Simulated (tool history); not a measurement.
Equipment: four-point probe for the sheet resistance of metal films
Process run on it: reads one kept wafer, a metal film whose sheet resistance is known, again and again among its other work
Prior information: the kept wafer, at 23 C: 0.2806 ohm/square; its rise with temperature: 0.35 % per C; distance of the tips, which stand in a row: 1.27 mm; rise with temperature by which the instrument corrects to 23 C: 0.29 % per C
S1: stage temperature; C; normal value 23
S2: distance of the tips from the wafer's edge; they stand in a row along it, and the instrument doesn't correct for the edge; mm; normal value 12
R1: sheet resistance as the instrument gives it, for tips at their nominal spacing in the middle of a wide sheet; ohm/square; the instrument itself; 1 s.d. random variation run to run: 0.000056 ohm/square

run	day	S1	S2	R1
1	0	23	12	0.284916
2	4.817	23	30	0.283605
3	9.879	33	30	0.285518
4	14.571	33	30	0.285528
5	18.954	33	30	0.285719
6	21.712	34	12	0.287245
7	24.396	23	66	0.28376
8	26.779	23	12	0.285335
9	31.6	23	12	0.285559
10	36.617	23	12	0.285711
11	40.758	23	12	0.285689
12	44.179	23	25	0.284402
13	49.054	23	12	0.285837
14	53.088	23	12	0.285945
15	56.062	23	12	0.286043
16	58.1	23	12	0.286093
17	60.679	29	12	0.287119
18	62.988	29	41	0.28568
19	65.212	29	41	0.285667
# day 65.692: stage's thermometer calibrated
20	68.108	20	41	0.284261
21	72.075	23	54	0.284786
22	75.938	23	44	0.284915
# day 77.158: stage's thermometer calibrated, once more
23	80.054	23	12	0.285813
24	83.442	26	15	0.285882
25	85.558	22	7	0.28906
26	89.767	24	3	0.309259
27	94.55	24	3	0.309392
28	97.233	24	3	0.309462
29	100.662	24	3	0.30955
30	102.938	25	54	0.285042
31	106.204	25	54	0.28502
# day 108.929: new probe head fitted
32	111.054	23	5	0.290223
33	115.746	30	16	0.283013
34	119.696	27	6	0.288322
35	122.208	27	6	0.288326
36	127.208	35	12	0.284899
37	130.958	31	38	0.28275
38	134.375	31	23	0.2831
39	137.992	25	46	0.281908
40	142.138	28	17	0.283056
41	146.529	35	13	0.285017
42	149.612	19	23	0.281202
43	154.629	31	4	0.297634
44	157.154	31	4	0.297578
45	159.575	31	4	0.297585
46	162.742	30	6	0.289702

Some steps in R1 between neighbouring runs. How much of each would the tool show without its hidden state too (settings, what came in, random variation), and how much is left for the hidden state, with any gauge scatter that isn't in both results?
What the log doesn't record here: inner tips' distance over the nominal, %; tips' flats over new ones', %; wafer's true temperature over the reading, C; drift of the gauge itself on sheet_ohm, %.
Run 22 -> 23: S2 44 -> 12, stage's thermometer calibrated, once more. R1 +0.000898 ohm/square: hidden state -0.000637, all else +0.001535.
Run 25 -> 26: S1 22 -> 24, S2 7 -> 3. R1 +0.020199 ohm/square: hidden state +0.000328, all else +0.019871.
Run 29 -> 30: S1 24 -> 25, S2 3 -> 54. R1 -0.024508 ohm/square: hidden state -0.00027, all else -0.024238.
Run 31 -> 32: S1 25 -> 23, S2 54 -> 5, new probe head fitted. R1 +0.005203 ohm/square: hidden state -0.003864, all else +0.009067.
Run 42 -> 43: S1 19 -> 31, S2 23 -> 4. R1 +0.016432 ohm/square: hidden state +0.000133, all else +0.016299.
